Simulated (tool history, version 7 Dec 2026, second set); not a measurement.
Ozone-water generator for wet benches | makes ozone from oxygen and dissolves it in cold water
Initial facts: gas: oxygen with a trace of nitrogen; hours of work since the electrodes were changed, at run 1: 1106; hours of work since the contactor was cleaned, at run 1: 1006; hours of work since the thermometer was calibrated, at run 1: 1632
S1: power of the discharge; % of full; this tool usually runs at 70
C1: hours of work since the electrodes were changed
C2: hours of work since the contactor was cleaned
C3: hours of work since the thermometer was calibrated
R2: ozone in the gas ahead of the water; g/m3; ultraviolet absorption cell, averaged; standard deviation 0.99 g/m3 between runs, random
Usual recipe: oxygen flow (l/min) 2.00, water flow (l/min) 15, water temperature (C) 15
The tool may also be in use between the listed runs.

{"run": 1, "hour": 0.0, "S1": 70, "oxygen flow (l/min)": 2.0, "water flow (l/min)": 15, "water temperature (C)": 15, "C1": 1106, "C2": 1006, "C3": 1632, "dissolved ozone (ppm)": 10.4, "R2": 164.8}
{"run": 2, "hour": 93.8, "S1": 70, "oxygen flow (l/min)": 2.0, "water flow (l/min)": 15, "water temperature (C)": 21, "C1": 1167, "C2": 1067, "C3": 1694, "dissolved ozone (ppm)": 9.6, "R2": 166.1}
{"run": 3, "hour": 172.3, "S1": 70, "oxygen flow (l/min)": 2.0, "water flow (l/min)": 15, "water temperature (C)": 21, "C1": 1219, "C2": 1118, "C3": 1745, "dissolved ozone (ppm)": 9.8, "R2": 163.6}
{"run": 4, "hour": 258.5, "S1": 70, "oxygen flow (l/min)": 2.0, "water flow (l/min)": 15, "water temperature (C)": 13, "C1": 1275, "C2": 1175, "C3": 1801, "dissolved ozone (ppm)": 10.4, "R2": 166.0}
{"run": 5, "hour": 325.7, "S1": 70, "oxygen flow (l/min)": 2.0, "water flow (l/min)": 15, "water temperature (C)": 13, "C1": 1319, "C2": 1219, "C3": 1845, "dissolved ozone (ppm)": 10.3, "R2": 165.6}
{"run": 6, "hour": 424.9, "S1": 70, "oxygen flow (l/min)": 2.0, "water flow (l/min)": 15, "water temperature (C)": 13, "C1": 1384, "C2": 1284, "C3": 1910, "dissolved ozone (ppm)": 10.6, "R2": 162.7}
{"run": 7, "hour": 522.4, "S1": 69, "oxygen flow (l/min)": 2.0, "water flow (l/min)": 15, "water temperature (C)": 15, "C1": 1448, "C2": 1347, "C3": 1974, "dissolved ozone (ppm)": 10.1, "R2": 160.5}
{"run": 8, "hour": 626.9, "S1": 69, "oxygen flow (l/min)": 2.0, "water flow (l/min)": 15, "water temperature (C)": 15, "C1": 1516, "C2": 1416, "C3": 2042, "dissolved ozone (ppm)": 10.0, "R2": 161.2}
{"run": 9, "hour": 698.4, "S1": 69, "oxygen flow (l/min)": 2.0, "water flow (l/min)": 15, "water temperature (C)": 15, "C1": 1563, "C2": 1463, "C3": 2089, "dissolved ozone (ppm)": 9.9, "R2": 161.9}
{"run": 10, "hour": 778.3, "S1": 70, "oxygen flow (l/min)": 2.0, "water flow (l/min)": 15, "water temperature (C)": 15, "C1": 1615, "C2": 1515, "C3": 2141, "dissolved ozone (ppm)": 10.0, "R2": 163.0}
{"run": 11, "hour": 867.6, "S1": 70, "oxygen flow (l/min)": 2.0, "water flow (l/min)": 15, "water temperature (C)": 15, "C1": 1673, "C2": 1573, "C3": 2200, "dissolved ozone (ppm)": 10.0, "R2": 163.6}
{"run": 12, "hour": 937.6, "S1": 70, "oxygen flow (l/min)": 2.0, "water flow (l/min)": 15, "water temperature (C)": 15, "C1": 1719, "C2": 1619, "C3": 2246, "dissolved ozone (ppm)": 9.8, "R2": 163.2}
{"run": 13, "hour": 1055.1, "S1": 70, "oxygen flow (l/min)": 2.0, "water flow (l/min)": 15, "water temperature (C)": 15, "C1": 1796, "C2": 1696, "C3": 2322, "dissolved ozone (ppm)": 9.9, "R2": 163.0}
{"hour": 1120.1, "done": "contactor cleaned"}
{"run": 14, "hour": 1153.0, "S1": 70, "oxygen flow (l/min)": 2.0, "water flow (l/min)": 15, "water temperature (C)": 15, "C1": 1858, "C2": 22, "C3": 2384, "dissolved ozone (ppm)": 10.0, "R2": 164.0}
{"run": 15, "hour": 1265.8, "S1": 70, "oxygen flow (l/min)": 2.0, "water flow (l/min)": 15, "water temperature (C)": 15, "C1": 1931, "C2": 95, "C3": 2458, "dissolved ozone (ppm)": 9.7, "R2": 162.9}
{"run": 16, "hour": 1340.8, "S1": 70, "oxygen flow (l/min)": 1.96, "water flow (l/min)": 15, "water temperature (C)": 15, "C1": 1980, "C2": 144, "C3": 2507, "dissolved ozone (ppm)": 9.8, "R2": 164.6}
{"run": 17, "hour": 1426.2, "S1": 70, "oxygen flow (l/min)": 2.0, "water flow (l/min)": 15, "water temperature (C)": 15, "C1": 2036, "C2": 200, "C3": 2563, "dissolved ozone (ppm)": 9.8, "R2": 160.2}
{"hour": 1450.4, "done": "contactor cleaned, once more"}
{"run": 18, "hour": 1484.1, "S1": 78, "oxygen flow (l/min)": 3.03, "water flow (l/min)": 13, "water temperature (C)": 14, "C1": 2072, "C2": 22, "C3": 2598, "dissolved ozone (ppm)": 13.4, "R2": 139.4}
{"run": 19, "hour": 1573.4, "S1": 78, "oxygen flow (l/min)": 3.03, "water flow (l/min)": 13, "water temperature (C)": 14, "C1": 2130, "C2": 80, "C3": 2656, "dissolved ozone (ppm)": 13.4, "R2": 139.0}
{"run": 20, "hour": 1650.9, "S1": 78, "oxygen flow (l/min)": 1.21, "water flow (l/min)": 11, "water temperature (C)": 12, "C1": 2181, "C2": 131, "C3": 2707, "dissolved ozone (ppm)": 13.8, "R2": 232.4}
{"run": 21, "hour": 1747.1, "S1": 70, "oxygen flow (l/min)": 1.16, "water flow (l/min)": 15, "water temperature (C)": 12, "C1": 2244, "C2": 194, "C3": 2770, "dissolved ozone (ppm)": 9.1, "R2": 215.4}
{"run": 22, "hour": 1818.8, "S1": 84, "oxygen flow (l/min)": 1.56, "water flow (l/min)": 15, "water temperature (C)": 12, "C1": 2290, "C2": 241, "C3": 2817, "dissolved ozone (ppm)": 11.8, "R2": 214.1}
{"run": 23, "hour": 1868.7, "S1": 93, "oxygen flow (l/min)": 1.28, "water flow (l/min)": 15, "water temperature (C)": 15, "C1": 2323, "C2": 274, "C3": 2849, "dissolved ozone (ppm)": 11.7, "R2": 260.9}
{"run": 24, "hour": 1960.8, "S1": 93, "oxygen flow (l/min)": 1.28, "water flow (l/min)": 15, "water temperature (C)": 15, "C1": 2383, "C2": 334, "C3": 2910, "dissolved ozone (ppm)": 11.6, "R2": 259.0}
{"run": 25, "hour": 2060.4, "S1": 93, "oxygen flow (l/min)": 1.28, "water flow (l/min)": 15, "water temperature (C)": 15, "C1": 2449, "C2": 399, "C3": 2975, "dissolved ozone (ppm)": 11.6, "R2": 260.1}
{"run": 26, "hour": 2152.4, "S1": 77, "oxygen flow (l/min)": 2.5, "water flow (l/min)": 15, "water temperature (C)": 15, "C1": 2509, "C2": 459, "C3": 3035, "dissolved ozone (ppm)": 11.2, "R2": 152.8}
{"run": 27, "hour": 2258.3, "S1": 97, "oxygen flow (l/min)": 1.13, "water flow (l/min)": 10, "water temperature (C)": 15, "C1": 2578, "C2": 528, "C3": 3104, "dissolved ozone (ppm)": 17.3, "R2": 289.2}
{"run": 28, "hour": 2372.5, "S1": 97, "oxygen flow (l/min)": 1.13, "water flow (l/min)": 11, "water temperature (C)": 15, "C1": 2653, "C2": 603, "C3": 3179, "dissolved ozone (ppm)": 15.8, "R2": 285.6}
{"run": 29, "hour": 2480.0, "S1": 97, "oxygen flow (l/min)": 1.13, "water flow (l/min)": 11, "water temperature (C)": 15, "C1": 2723, "C2": 673, "C3": 3249, "dissolved ozone (ppm)": 15.6, "R2": 286.3}
{"run": 30, "hour": 2559.1, "S1": 49, "oxygen flow (l/min)": 3.53, "water flow (l/min)": 15, "water temperature (C)": 7, "C1": 2775, "C2": 725, "C3": 3301, "dissolved ozone (ppm)": 8.6, "R2": 86.7}
{"run": 31, "hour": 2667.1, "S1": 67, "oxygen flow (l/min)": 1.97, "water flow (l/min)": 13, "water temperature (C)": 9, "C1": 2845, "C2": 796, "C3": 3372, "dissolved ozone (ppm)": 11.5, "R2": 154.4}
{"run": 32, "hour": 2742.5, "S1": 67, "oxygen flow (l/min)": 1.97, "water flow (l/min)": 13, "water temperature (C)": 9, "C1": 2895, "C2": 845, "C3": 3421, "dissolved ozone (ppm)": 11.6, "R2": 154.2}
{"run": 33, "hour": 2827.6, "S1": 49, "oxygen flow (l/min)": 1.2, "water flow (l/min)": 15, "water temperature (C)": 15, "C1": 2950, "C2": 901, "C3": 3477, "dissolved ozone (ppm)": 6.4, "R2": 156.0}
{"run": 34, "hour": 2891.6, "S1": 70, "oxygen flow (l/min)": 3.07, "water flow (l/min)": 15, "water temperature (C)": 14, "C1": 2992, "C2": 943, "C3": 3519, "dissolved ozone (ppm)": 10.5, "R2": 124.0}

Measured less the same run without the tool's hidden state. The same run-to-run variation is in both; the gauge's scatter may not be:
Hidden conditions of the tool in this case: yield of the discharge, % of new electrodes'; contactor's efficiency, % of a clean one's; true water temperature over the reading, C; drift of the gauge itself on ozone_ppm, %; drift of the gauge itself on gas_g_m3, %.
run=1 dissolved_ozone_(ppm)=-0.7 R2=-4.3
run=2 dissolved_ozone_(ppm)=-0.7 R2=-4.7
run=3 dissolved_ozone_(ppm)=-0.7 R2=-4.8
run=4 dissolved_ozone_(ppm)=-0.8 R2=-5.1
run=5 dissolved_ozone_(ppm)=-0.8 R2=-5.3
run=6 dissolved_ozone_(ppm)=-0.9 R2=-5.5
run=7 dissolved_ozone_(ppm)=-0.9 R2=-5.7
run=8 dissolved_ozone_(ppm)=-0.9 R2=-6.0
run=9 dissolved_ozone_(ppm)=-0.9 R2=-6.1
run=10 dissolved_ozone_(ppm)=-1.0 R2=-6.6
run=11 dissolved_ozone_(ppm)=-1.0 R2=-6.9
run=12 dissolved_ozone_(ppm)=-1.1 R2=-7.0
run=13 dissolved_ozone_(ppm)=-1.1 R2=-7.4
run=14 dissolved_ozone_(ppm)=-1.2 R2=-7.7
run=15 dissolved_ozone_(ppm)=-1.2 R2=-7.9
run=16 dissolved_ozone_(ppm)=-1.2 R2=-8.3
run=17 dissolved_ozone_(ppm)=-1.3 R2=-8.4
run=18 dissolved_ozone_(ppm)=-1.0 R2=-8.1
run=19 dissolved_ozone_(ppm)=-1.0 R2=-8.3
run=20 dissolved_ozone_(ppm)=-1.1 R2=-14.3
run=21 dissolved_ozone_(ppm)=-0.7 R2=-12.5
run=22 dissolved_ozone_(ppm)=-1.0 R2=-14.8
run=23 dissolved_ozone_(ppm)=-1.2 R2=-19.8
run=24 dissolved_ozone_(ppm)=-1.2 R2=-20.1
run=25 dissolved_ozone_(ppm)=-1.2 R2=-20.9
run=26 dissolved_ozone_(ppm)=-1.1 R2=-10.9
run=27 dissolved_ozone_(ppm)=-1.9 R2=-25.3
run=28 dissolved_ozone_(ppm)=-1.8 R2=-25.9
run=29 dissolved_ozone_(ppm)=-1.9 R2=-26.7
run=30 dissolved_ozone_(ppm)=-0.7 R2=-4.4
run=31 dissolved_ozone_(ppm)=-1.2 R2=-11.2
run=32 dissolved_ozone_(ppm)=-1.3 R2=-11.5
run=33 dissolved_ozone_(ppm)=-0.6 R2=-8.5
run=34 dissolved_ozone_(ppm)=-1.3 R2=-10.0
